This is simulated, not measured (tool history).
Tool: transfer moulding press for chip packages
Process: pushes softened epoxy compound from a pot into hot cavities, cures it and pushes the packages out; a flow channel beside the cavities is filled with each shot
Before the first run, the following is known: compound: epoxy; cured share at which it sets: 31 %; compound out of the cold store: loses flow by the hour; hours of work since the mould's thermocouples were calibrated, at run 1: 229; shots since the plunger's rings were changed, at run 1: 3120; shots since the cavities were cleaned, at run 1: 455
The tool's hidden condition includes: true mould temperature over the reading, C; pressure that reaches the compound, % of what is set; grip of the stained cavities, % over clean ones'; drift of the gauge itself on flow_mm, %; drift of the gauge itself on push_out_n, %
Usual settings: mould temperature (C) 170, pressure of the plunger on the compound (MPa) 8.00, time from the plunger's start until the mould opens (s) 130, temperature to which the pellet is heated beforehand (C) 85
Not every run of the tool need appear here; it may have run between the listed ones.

run	hour	mould temperature (C)	pressure of the plunger on the compound (MPa)	time from the plunger's start until the mould opens (s)	temperature to which the pellet is heated beforehand (C)	hours of work since the mould's thermocouples were calibrated	shots since the plunger's rings were changed	shots since the cavities were cleaned	incoming compound's hours out of the cold store	length that the compound runs in the flow channel (mm)	greatest force on the pins that push the packages out (N)
1	0.0	170	8.00	130	85	229	3120	455	21.5	898	305
# hour 10.4: cavities cleaned with cleaning compound and waxed
2	13.1	170	8.00	130	85	236	3208	20	33.6	845	215
3	21.5	170	8.00	114	85	240	3273	85	42.1	822	275
4	28.1	170	8.00	125	85	244	3323	135	21.8	889	263
5	39.2	170	8.00	125	85	250	3408	220	33.6	849	282
6	46.9	170	8.96	131	93	254	3466	278	12.0	988	295
7	52.4	170	8.96	131	93	257	3508	320	18.3	949	317
8	60.8	166	8.56	124	92	261	3572	384	12.5	973	408
9	67.7	166	8.56	124	92	265	3625	437	38.9	870	404
10	72.6	170	7.94	143	89	268	3663	475	9.1	918	288

For each entry between runs, how does the tool's hidden state at the last listed run before it compare with that at the first listed run after it?
After run 1, before run 2: cavities cleaned with cleaning compound and waxed (hour 10.4)
  true mould temperature over the reading, C: -0.37 -> -0.38; pressure that reaches the compound, % of what is set: 86.97 -> 86.64; grip of the stained cavities, % over clean ones': 43.2 -> 5.6
  what was measured, less what the result would be without the hidden state, length that the compound runs in the flow channel (mm): -63 -> -61; greatest force on the pins that push the packages out (N): +95 -> +15

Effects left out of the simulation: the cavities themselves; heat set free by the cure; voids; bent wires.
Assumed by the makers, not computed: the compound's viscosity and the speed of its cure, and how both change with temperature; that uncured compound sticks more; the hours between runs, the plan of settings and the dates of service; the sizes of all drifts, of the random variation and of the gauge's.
